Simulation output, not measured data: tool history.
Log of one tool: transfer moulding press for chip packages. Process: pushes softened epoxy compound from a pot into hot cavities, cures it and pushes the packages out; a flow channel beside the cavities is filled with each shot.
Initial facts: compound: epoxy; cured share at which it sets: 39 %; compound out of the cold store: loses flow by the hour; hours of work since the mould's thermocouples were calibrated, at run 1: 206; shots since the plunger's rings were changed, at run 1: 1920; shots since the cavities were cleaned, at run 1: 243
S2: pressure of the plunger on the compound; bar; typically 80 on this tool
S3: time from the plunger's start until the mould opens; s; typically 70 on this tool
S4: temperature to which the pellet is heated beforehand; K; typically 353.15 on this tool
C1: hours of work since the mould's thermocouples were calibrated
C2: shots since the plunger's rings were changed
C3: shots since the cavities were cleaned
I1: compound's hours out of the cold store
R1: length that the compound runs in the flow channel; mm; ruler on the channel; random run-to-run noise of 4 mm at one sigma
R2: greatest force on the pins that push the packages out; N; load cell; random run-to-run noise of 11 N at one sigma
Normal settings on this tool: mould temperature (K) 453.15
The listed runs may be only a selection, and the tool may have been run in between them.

run 1 hour=0 | mould_temperature_(K)=453.15 S2=80 S3=70 S4=353.15 | C1=206 C2=1920 C3=243 | I1=40.1 | R1=778 R2=485
run 2 hour=5.2 | mould_temperature_(K)=453.15 S2=80 S3=70 S4=353.15 | C1=209 C2=2001 C3=324 | I1=33.5 | R1=799 R2=494
run 3 hour=11.9 | mould_temperature_(K)=453.15 S2=80 S3=70 S4=353.15 | C1=213 C2=2105 C3=428 | I1=43.8 | R1=776 R2=488
-- hour=17.5 cavities cleaned with cleaning compound and waxed
run 4 hour=23.7 | mould_temperature_(K)=453.15 S2=80 S3=70 S4=353.15 | C1=219 C2=2266 C3=96 | I1=14.5 | R1=836 R2=512
run 5 hour=32.7 | mould_temperature_(K)=453.15 S2=60.7 S3=70 S4=353.15 | C1=225 C2=2406 C3=236 | I1=26.1 | R1=704 R2=528
run 6 hour=41 | mould_temperature_(K)=453.15 S2=60.7 S3=70 S4=353.15 | C1=230 C2=2536 C3=366 | I1=34.4 | R1=682 R2=491
-- hour=49.9 cavities cleaned with cleaning compound and waxed
run 7 hour=52.8 | mould_temperature_(K)=453.15 S2=80 S3=73 S4=353.15 | C1=236 C2=2696 C3=45 | I1=18.6 | R1=824 R2=468
run 8 hour=61.9 | mould_temperature_(K)=453.15 S2=80 S3=54 S4=353.15 | C1=242 C2=2838 C3=187 | I1=41.6 | R1=775 R2=916
run 9 hour=69.2 | mould_temperature_(K)=453.15 S2=80 S3=70 S4=353.15 | C1=246 C2=2952 C3=301 | I1=19.3 | R1=822 R2=514
run 10 hour=75 | mould_temperature_(K)=453.15 S2=67.7 S3=70 S4=353.15 | C1=249 C2=3042 C3=391 | I1=30.6 | R1=734 R2=509
run 11 hour=80 | mould_temperature_(K)=453.15 S2=61.4 S3=70 S4=353.15 | C1=253 C2=3120 C3=469 | I1=43.7 | R1=665 R2=491
-- hour=82.9 cavities cleaned with cleaning compound and waxed
run 12 hour=86.5 | mould_temperature_(K)=459.15 S2=61.4 S3=70 S4=353.15 | C1=256 C2=3198 C3=57 | I1=22.1 | R1=702 R2=413
run 13 hour=92.4 | mould_temperature_(K)=459.15 S2=61.4 S3=70 S4=353.15 | C1=259 C2=3290 C3=149 | I1=42.9 | R1=667 R2=412
run 14 hour=100.6 | mould_temperature_(K)=459.15 S2=61.4 S3=70 S4=353.15 | C1=264 C2=3417 C3=276 | I1=25.7 | R1=704 R2=429
run 15 hour=107.3 | mould_temperature_(K)=451.15 S2=62.9 S3=84 S4=362.15 | C1=268 C2=3522 C3=381 | I1=23.6 | R1=730 R2=447
-- hour=115.7 cavities cleaned with cleaning compound and waxed
run 16 hour=116.8 | mould_temperature_(K)=451.15 S2=62.9 S3=84 S4=362.15 | C1=273 C2=3647 C3=18 | I1=14.5 | R1=751 R2=417
run 17 hour=126.9 | mould_temperature_(K)=453.15 S2=60 S3=78 S4=353.15 | C1=279 C2=3803 C3=174 | I1=33.9 | R1=684 R2=429
run 18 hour=136 | mould_temperature_(K)=453.15 S2=60 S3=78 S4=353.15 | C1=285 C2=3946 C3=317 | I1=32.6 | R1=692 R2=414
run 19 hour=140.8 | mould_temperature_(K)=453.15 S2=60 S3=78 S4=353.15 | C1=288 C2=4020 C3=391 | I1=45.7 | R1=658 R2=431

Forecast run 20:
-- hour=148.2 cavities cleaned with cleaning compound and waxed
run 20 hour=148.9 | mould_temperature_(K)=453.15 S2=60 S3=78 S4=353.15 | C1=292 C2=4123 C3=11 | I1=8.7 | R1=? R2=?

R1: 741 mm
R2: 458 N
If the tool had no hidden condition, the same run with the same run-to-run variation would have returned R1 741 mm, R2 458 N.
